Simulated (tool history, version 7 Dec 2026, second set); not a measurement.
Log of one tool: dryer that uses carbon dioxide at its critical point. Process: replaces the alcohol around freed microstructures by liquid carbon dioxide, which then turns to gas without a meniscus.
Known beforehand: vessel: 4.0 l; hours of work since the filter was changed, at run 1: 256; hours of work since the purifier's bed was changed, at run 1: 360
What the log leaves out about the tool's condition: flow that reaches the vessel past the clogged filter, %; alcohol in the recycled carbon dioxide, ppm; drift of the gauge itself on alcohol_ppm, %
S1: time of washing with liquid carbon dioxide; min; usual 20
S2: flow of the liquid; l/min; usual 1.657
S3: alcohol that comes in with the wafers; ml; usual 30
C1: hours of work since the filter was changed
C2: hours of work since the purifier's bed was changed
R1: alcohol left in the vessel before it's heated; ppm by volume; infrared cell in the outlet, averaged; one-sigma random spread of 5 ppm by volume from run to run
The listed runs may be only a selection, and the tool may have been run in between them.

Run 1, day 0.000: usual settings; C1 256; C2 360. Result: R1 35 ppm by volume.
Run 2, day 0.383: usual settings; C1 261; C2 365. Result: R1 36 ppm by volume.
Run 3, day 0.817: usual settings; C1 268; C2 372. Result: R1 36 ppm by volume.
Run 4, day 1.554: usual settings but S3 45 ml; C1 279; C2 383. Result: R1 41 ppm by volume.
Run 5, day 2.067: usual settings but S2 1.090 l/min, S3 45 ml; C1 286; C2 390. Result: R1 163 ppm by volume.
Run 6, day 2.579: usual settings but S2 1.090 l/min, S3 46 ml; C1 294; C2 398. Result: R1 170 ppm by volume.
Run 7, day 3.183: usual settings but S2 1.090 l/min, S3 46 ml; C1 302; C2 406. Result: R1 158 ppm by volume.
Run 8, day 3.833: usual settings but S2 1.560 l/min; C1 312; C2 416. Result: R1 44 ppm by volume.
Run 9, day 4.246: usual settings but S2 1.560 l/min; C1 318; C2 422. Result: R1 48 ppm by volume.
Run 10, day 4.912: usual settings but S2 1.560 l/min; C1 328; C2 432. Result: R1 44 ppm by volume.
Run 11, day 5.271: usual settings but S2 1.560 l/min; C1 333; C2 437. Result: R1 50 ppm by volume.
Run 12, day 5.858: usual settings but S2 1.560 l/min; C1 342; C2 446. Result: R1 46 ppm by volume.
Run 13, day 6.496: usual settings; C1 351; C2 455. Result: R1 42 ppm by volume.
Run 14, day 6.962: usual settings; C1 358; C2 462. Result: R1 36 ppm by volume.
At day 7.088: inlet filter changed.
Run 15, day 7.592: usual settings but S2 1.880 l/min; C1 7; C2 471. Result: R1 37 ppm by volume.
Run 16, day 8.242: usual settings but S2 1.880 l/min; C1 17; C2 480. Result: R1 36 ppm by volume.
Run 17, day 8.658: usual settings but S1 15 min; C1 23; C2 486. Result: R1 74 ppm by volume.
Run 18, day 9.338: usual settings but S2 1.560 l/min; C1 33; C2 496. Result: R1 40 ppm by volume.
Run 19, day 10.042: usual settings but S2 1.560 l/min; C1 43; C2 507. Result: R1 45 ppm by volume.
Run 20, day 10.629: usual settings; C1 52; C2 515. Result: R1 45 ppm by volume.
Run 21, day 11.150: usual settings; C1 60; C2 523. Result: R1 34 ppm by volume.
Run 22, day 11.483: usual settings; C1 65; C2 528. Result: R1 45 ppm by volume.
Run 23, day 12.150: usual settings but S2 2.460 l/min, S3 95 ml; C1 74; C2 538. Result: R1 28 ppm by volume.
Run 24, day 12.592: usual settings but S2 2.180 l/min; C1 81; C2 544. Result: R1 37 ppm by volume.
Run 25, day 13.250: usual settings but S1 25 min; C1 91; C2 554. Result: R1 35 ppm by volume.
Run 26, day 13.721: usual settings but S1 14 min, S3 65 ml; C1 97; C2 561. Result: R1 156 ppm by volume.
Run 27, day 14.388: usual settings but S2 1.930 l/min; C1 107; C2 570. Result: R1 43 ppm by volume.
Run 28, day 15.112: usual settings but S1 18 min, S2 1.930 l/min; C1 118; C2 581. Result: R1 48 ppm by volume.
Run 29, day 15.838: usual settings but S2 2.100 l/min, S3 116 ml; C1 129; C2 592. Result: R1 40 ppm by volume.
Run 30, day 16.467: usual settings but S1 27 min; C1 138; C2 601. Result: R1 45 ppm by volume.
Run 31, day 17.054: usual settings but S2 1.660 l/min; C1 146; C2 610. Result: R1 43 ppm by volume.
Run 32, day 17.567: usual settings but S2 1.850 l/min, S3 61 ml; C1 154; C2 617. Result: R1 46 ppm by volume.
Run 33, day 18.242: usual settings but S2 1.640 l/min; C1 164; C2 627. Result: R1 41 ppm by volume.
Run 34, day 18.950: usual settings but S2 1.640 l/min; C1 174; C2 638. Result: R1 55 ppm by volume.
Run 35, day 19.400: usual settings but S2 1.640 l/min; C1 181; C2 644. Result: R1 47 ppm by volume.
Run 36, day 19.921: usual settings but S1 28 min, S2 1.280 l/min, S3 63 ml; C1 189; C2 652. Result: R1 48 ppm by volume.
Run 37, day 20.450: usual settings but S1 28 min, S2 1.280 l/min, S3 63 ml; C1 196; C2 660. Result: R1 52 ppm by volume.
Run 38, day 20.750: usual settings but S1 28 min, S2 1.280 l/min, S3 58 ml; C1 201; C2 664. Result: R1 46 ppm by volume.
Run 39, day 21.104: usual settings but S1 28 min, S2 1.280 l/min, S3 58 ml; C1 206; C2 669. Result: R1 48 ppm by volume.
Run 40, day 21.717: usual settings but S1 23 min, S2 2.400 l/min; C1 215; C2 678. Result: R1 34 ppm by volume.
Run 41, day 22.325: usual settings but S2 2.030 l/min; C1 224; C2 687. Result: R1 43 ppm by volume.
Run 42, day 22.875: usual settings but S2 1.960 l/min, S3 25 ml; C1 232; C2 695. Result: R1 48 ppm by volume.
Run 43, day 23.242: usual settings but S1 25 min, S2 1.160 l/min, S3 25 ml; C1 237; C2 701. Result: R1 58 ppm by volume.
Run 44, day 23.862: usual settings but S1 22 min, S2 1.880 l/min, S3 61 ml; C1 246; C2 710. Result: R1 45 ppm by volume.

Results for each run, recomputed without the tool's hidden state and with each run's random variation untouched:
run   R1
  1   11
  2   11
  3   12
  4   13
  5  105
  6  110
  7   97
  8   14
  9   17
 10   14
 11   19
 12   14
 13   11
 14    6
 15   10
 16    9
 17   45
 18   11
 19   16
 20   15
 21    4
 22   14
 23    0
 24    6
 25    3
 26  112
 27   11
 28   15
 29    6
 30   10
 31    7
 32    9
 33    3
 34   16
 35    9
 36    8
 37   12
 38    6
 39    7
 40    0
 41    4
 42    8
 43   14
 44    3
